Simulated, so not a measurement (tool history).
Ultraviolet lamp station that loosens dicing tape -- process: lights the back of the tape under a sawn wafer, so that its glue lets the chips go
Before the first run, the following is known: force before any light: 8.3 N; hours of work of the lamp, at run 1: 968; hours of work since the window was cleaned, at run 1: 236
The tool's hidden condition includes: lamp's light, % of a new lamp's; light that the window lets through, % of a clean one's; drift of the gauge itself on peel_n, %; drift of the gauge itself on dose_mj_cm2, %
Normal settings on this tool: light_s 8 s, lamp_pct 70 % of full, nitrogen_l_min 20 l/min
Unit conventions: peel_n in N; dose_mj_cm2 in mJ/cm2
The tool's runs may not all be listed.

| run | day | light_s | lamp_pct | nitrogen_l_min | hours of work of the lamp | hours of work since the window was cleaned | peel_n | dose_mj_cm2 |
|---|---|---|---|---|---|---|---|---|
| 1 | 0 | 8 | 70 | 20 | 968 | 236 | 0.352 | 495 |
| 2 | 2.8 | 8 | 70 | 20 | 1004 | 272 | 0.348 | 495 |
| 3 | 4.762 | 5 | 70 | 20 | 1029 | 297 | 0.931 | 307 |
| 4 | 6.488 | 8 | 70 | 20 | 1052 | 319 | 0.345 | 492 |
|  | 8.367 | window cleaned of glue's vapour |
| 5 | 8.421 | 8 | 70 | 20 | 1076 | 1 | 0.349 | 489 |
| 6 | 10.367 | 8 | 70 | 20 | 1101 | 26 | 0.361 | 492 |
| 7 | 12.9 | 8 | 86 | 20 | 1134 | 58 | 0.249 | 610 |
| 8 | 14.358 | 8 | 86 | 20 | 1152 | 77 | 0.239 | 606 |
| 9 | 16.396 | 7 | 70 | 20 | 1179 | 103 | 0.452 | 426 |
| 10 | 18.521 | 7 | 70 | 8 | 1206 | 131 | 0.719 | 430 |
| 11 | 19.804 | 7 | 70 | 8 | 1222 | 147 | 0.702 | 434 |
| 12 | 21.642 | 7 | 70 | 8 | 1246 | 171 | 0.717 | 425 |
| 13 | 23.675 | 7 | 70 | 8 | 1272 | 197 | 0.74 | 428 |
| 14 | 24.858 | 7 | 70 | 8 | 1287 | 212 | 0.733 | 431 |
| 15 | 26.588 | 7 | 70 | 8 | 1310 | 234 | 0.697 | 430 |
| 16 | 28.871 | 8 | 70 | 20 | 1339 | 264 | 0.349 | 492 |
|  | 31.288 | lamp changed |
| 17 | 31.288 | 8 | 70 | 20 | 0 | 294 | 0.356 | 496 |
| 18 | 33.983 | 15 | 70 | 20 | 35 | 329 | 0.166 | 929 |
|  | 35.288 | window cleaned of glue's vapour |
| 19 | 36.096 | 15 | 70 | 20 | 62 | 10 | 0.167 | 923 |
| 20 | 37.338 | 8 | 70 | 20 | 77 | 26 | 0.358 | 497 |
| 21 | 39.758 | 8 | 70 | 20 | 109 | 57 | 0.352 | 495 |
| 22 | 42.208 | 8 | 79 | 20 | 140 | 89 | 0.279 | 561 |
| 23 | 45.012 | 5 | 70 | 9 | 176 | 125 | 1.352 | 308 |
| 24 | 47.567 | 4 | 88 | 6 | 209 | 158 | 1.543 | 309 |
| 25 | 50.338 | 4 | 83 | 20 | 245 | 193 | 1.098 | 293 |
| 26 | 52.229 | 4 | 83 | 20 | 269 | 218 | 1.031 | 290 |
| 27 | 55.1 | 4 | 83 | 20 | 306 | 255 | 1.032 | 292 |
| 28 | 57.646 | 6 | 83 | 21 | 339 | 287 | 0.433 | 440 |
| 29 | 59.554 | 4 | 70 | 14 | 363 | 312 | 1.553 | 248 |
| 30 | 61.275 | 10 | 83 | 9 | 385 | 334 | 0.246 | 732 |
|  | 61.996 | window cleaned of glue's vapour |
| 31 | 63.617 | 6 | 91 | 12 | 415 | 21 | 0.486 | 482 |
| 32 | 65.621 | 6 | 91 | 12 | 441 | 47 | 0.477 | 486 |
| 33 | 68.171 | 6 | 91 | 12 | 474 | 79 | 0.466 | 481 |
| 34 | 70.175 | 6 | 91 | 12 | 499 | 105 | 0.484 | 479 |
| 35 | 72.954 | 8 | 70 | 20 | 535 | 141 | 0.374 | 489 |
| 36 | 74.517 | 4 | 88 | 20 | 555 | 161 | 0.941 | 309 |
| 37 | 76.7 | 4 | 90 | 31 | 583 | 189 | 0.759 | 319 |
| 38 | 77.979 | 8 | 75 | 31 | 600 | 205 | 0.282 | 529 |
| 39 | 80.858 | 9 | 85 | 16 | 637 | 242 | 0.226 | 673 |
| 40 | 82.646 | 8 | 70 | 16 | 660 | 265 | 0.38 | 495 |
| 41 | 84.912 | 11 | 90 | 28 | 689 | 295 | 0.162 | 870 |
| 42 | 87.283 | 12 | 65 | 20 | 719 | 325 | 0.198 | 682 |

Forecast each of these 4 alternatives for the next run:
|  | 88.858 | window cleaned of glue's vapour |
| A | 89.117 | 10 | 65 | 20 | 743 | 3 | ? | ? |
|  | 88.858 | window cleaned of glue's vapour |
| B | 89.117 | 10 | 60 | 13 | 743 | 3 | ? | ? |
|  | 88.858 | window cleaned of glue's vapour |
| C | 89.117 | 5 | 63 | 17 | 743 | 3 | ? | ? |
|  | 88.858 | window cleaned of glue's vapour |
| D | 89.117 | 8 | 77 | 20 | 743 | 3 | ? | ? |

| run | peel_n | dose_mj_cm2 |
|---|---|---|
| A | 0.267 | 572 |
| B | 0.383 | 534 |
| C | 1.203 | 276 |
| D | 0.295 | 539 |
With the hidden condition removed and each run's random variation left untouched, the same runs would have given:
| run | peel_n | dose_mj_cm2 |
|---|---|---|
| A | 0.266 | 573 |
| B | 0.382 | 535 |
| C | 1.2 | 276 |
| D | 0.294 | 540 |

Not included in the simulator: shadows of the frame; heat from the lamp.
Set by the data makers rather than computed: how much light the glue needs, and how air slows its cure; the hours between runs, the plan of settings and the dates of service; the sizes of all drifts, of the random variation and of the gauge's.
